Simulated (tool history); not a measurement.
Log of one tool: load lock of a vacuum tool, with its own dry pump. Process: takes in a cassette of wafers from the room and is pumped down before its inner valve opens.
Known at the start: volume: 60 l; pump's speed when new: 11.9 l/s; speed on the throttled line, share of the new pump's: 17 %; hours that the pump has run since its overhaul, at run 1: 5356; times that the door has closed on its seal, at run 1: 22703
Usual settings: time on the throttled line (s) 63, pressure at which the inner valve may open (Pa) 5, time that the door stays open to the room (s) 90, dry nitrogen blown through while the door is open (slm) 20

run	hour	time on the throttled line (s)	pressure at which the inner valve may open (Pa)	time that the door stays open to the room (s)	dry nitrogen blown through while the door is open (slm)	hours that the pump has run since its overhaul	times that the door has closed on its seal	incoming humidity of the room's air, %	time from the closed door until the inner valve may open (s)	rise of the pressure with all valves shut (Pa/min)
1	0.0	63	5	90	20	5356	22703	46.4	102.6	0.143
2	270.1	63	5	90	20	5626	23300	44.9	102.6	0.148
3	566.2	63	5	90	20	5923	23955	48.8	102.3	0.162
4	933.4	63	5	116	20	6290	24766	45.0	102.6	0.169
5	1229.0	63	5	118	20	6585	25420	43.5	102.1	0.175
6	1551.2	63	5	118	20	6907	26132	44.8	103.4	0.186
7	1843.7	63	5	90	20	7200	26778	45.0	102.8	0.181
8	2182.2	63	5	90	20	7538	27526	48.7	103.2	0.195
9	2427.3	63	5	90	20	7784	28068	43.0	102.5	0.197
10	2596.6	79	5	90	20	7953	28442	45.0	116.0	0.203
11	2985.3	79	5	90	20	8342	29301	43.1	115.7	0.214
12	3158.2	79	5	90	20	8515	29683	45.0	116.7	0.209
13	3507.6	63	10	90	20	8864	30456	43.8	99.3	0.226
14	3905.6	40	10	90	20	9262	31335	42.6	79.9	0.234
15	4154.7	63	5	90	8	9511	31886	45.6	102.3	0.257
16	4465.0	63	5	90	20	9821	32572	46.1	103.2	0.247
17	4794.8	63	5	90	20	10151	33300	44.9	103.6	0.252
18	5166.0	63	5	90	20	10522	34121	46.6	103.0	0.272
# hour 5283.3: door's seal changed, seat wiped
19	5498.3	118	5	32	10	10853	475	45.4	148.8	0.030
20	5836.8	83	5	32	30	11192	1223	47.4	120.3	0.020
21	6245.3	43	4	28	14	11600	2126	46.7	88.0	0.030
22	6579.2	63	5	90	20	11934	2864	45.3	103.0	0.045
23	6860.9	38	5	90	13	12216	3486	46.5	82.3	0.050
24	7218.8	43	5	84	4	12574	4278	45.1	87.4	0.078
25	7458.7	63	5	40	30	12814	4808	46.6	103.4	0.028
26	7856.9	63	6	77	8	13212	5688	43.3	102.2	0.067
27	8127.6	63	8	231	8	13482	6286	47.3	101.0	0.108
28	8444.9	63	8	137	29	13800	6987	43.3	101.5	0.050
29	8731.9	63	8	137	29	14087	7622	43.5	101.0	0.057
30	9042.7	63	8	137	29	14397	8309	45.7	101.2	0.061
31	9319.3	66	8	137	29	14674	8920	45.9	104.5	0.068
32	9613.2	66	8	137	29	14968	9570	48.0	103.0	0.068
33	9798.6	77	7	120	10	15153	9979	44.7	113.8	0.095
34	10001.6	57	6	90	20	15356	10428	45.8	98.1	0.070
35	10275.6	57	6	90	20	15630	11034	41.1	97.8	0.075
36	10584.7	63	5	80	20	15940	11717	45.6	104.7	0.075

Some steps in time from the closed door until the inner valve may open (s) between neighbouring runs. How much of each would the tool show without its hidden state too (settings, what came in, random variation), and how much is left for the hidden state, with any gauge scatter that isn't in both results?
The hidden state here: pump's speed, % of a new pump's; leak at the door's seal, Pa l/s; drift of the gauge itself on ready_s, %; drift of the gauge itself on rise_pa_min, %.
Run 5 -> 6: no setting changed, nothing entered. time from the closed door until the inner valve may open (s) +1.3: hidden state +0.2, all else +1.1.
Run 18 -> 19: time on the throttled line (s) 63 -> 118, time that the door stays open to the room (s) 90 -> 32, dry nitrogen blown through while the door is open (slm) 20 -> 10, door's seal changed, seat wiped. time from the closed door until the inner valve may open (s) +45.8: hidden state -0.3, all else +46.1.
Run 19 -> 20: time on the throttled line (s) 118 -> 83, dry nitrogen blown through while the door is open (slm) 10 -> 30. time from the closed door until the inner valve may open (s) -28.5: hidden state +0.2, all else -28.7.
Run 20 -> 21: time on the throttled line (s) 83 -> 43, pressure at which the inner valve may open (Pa) 5 -> 4, time that the door stays open to the room (s) 32 -> 28, dry nitrogen blown through while the door is open (slm) 30 -> 14. time from the closed door until the inner valve may open (s) -32.3: hidden state +0.3, all else -32.6.
